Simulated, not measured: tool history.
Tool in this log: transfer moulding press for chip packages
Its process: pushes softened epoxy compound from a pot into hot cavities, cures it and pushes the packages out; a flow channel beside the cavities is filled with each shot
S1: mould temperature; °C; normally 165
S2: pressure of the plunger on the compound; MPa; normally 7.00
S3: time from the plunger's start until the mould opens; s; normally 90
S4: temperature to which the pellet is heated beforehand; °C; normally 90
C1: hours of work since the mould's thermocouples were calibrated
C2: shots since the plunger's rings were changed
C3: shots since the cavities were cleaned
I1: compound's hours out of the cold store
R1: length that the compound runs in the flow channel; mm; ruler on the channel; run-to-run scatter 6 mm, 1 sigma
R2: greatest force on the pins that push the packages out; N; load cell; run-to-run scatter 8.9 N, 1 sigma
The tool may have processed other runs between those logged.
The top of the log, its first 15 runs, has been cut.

run	hour	S1	S2	S3	S4	C1	C2	C3	I1	R1	R2
16	313.2	169	6.73	90	82	206	564	591	22.2	680	619
17	324.6	169	7.00	75	90	211	658	685	35.3	625	763
18	343.1	165	7.00	124	90	219	811	838	12.6	723	575
# hour 345.7: cavities cleaned with cleaning compound and waxed
19	370.3	159	7.00	119	90	230	1023	203	32.7	653	503
20	392.9	159	7.00	119	90	240	1210	390	23.8	691	608
21	416.6	159	7.00	75	86	250	1406	586	45.4	610	1343
22	432.5	159	7.00	75	86	257	1537	717	31.9	650	1527
# hour 449.4: cavities cleaned with cleaning compound and waxed
23	451.1	165	7.00	112	87	264	1678	14	29.3	654	353
24	471.2	164	5.35	73	82	273	1844	180	17.2	611	1028
25	498.2	161	7.00	90	85	284	2067	403	34.1	638	831
26	516.7	161	6.10	90	94	292	2220	556	19.2	645	932
27	537.2	165	6.43	90	93	301	2390	726	18.0	663	728
# hour 553.9: cavities cleaned with cleaning compound and waxed
28	561.8	165	6.43	90	93	311	2580	65	22.3	648	499
29	576.3	159	6.43	81	93	317	2700	185	40.7	587	996
30	589.2	167	6.43	81	93	323	2806	291	13.3	667	718

3 ways to go on from here, each from the tool as it stands after run 30. What would each give?
A	611.1	169	6.30	90	87	332	2988	473	42.8	?	?
B	611.1	160	5.78	81	93	332	2988	473	32.8	?	?
C	611.1	165	8.65	75	90	332	2988	473	14.9	?	?

run	R1	R2
A	565	594
B	575	1138
C	773	1070
With no hidden state in the tool, these same runs would have given:
run	R1	R2
A	589	354
B	600	650
C	806	611

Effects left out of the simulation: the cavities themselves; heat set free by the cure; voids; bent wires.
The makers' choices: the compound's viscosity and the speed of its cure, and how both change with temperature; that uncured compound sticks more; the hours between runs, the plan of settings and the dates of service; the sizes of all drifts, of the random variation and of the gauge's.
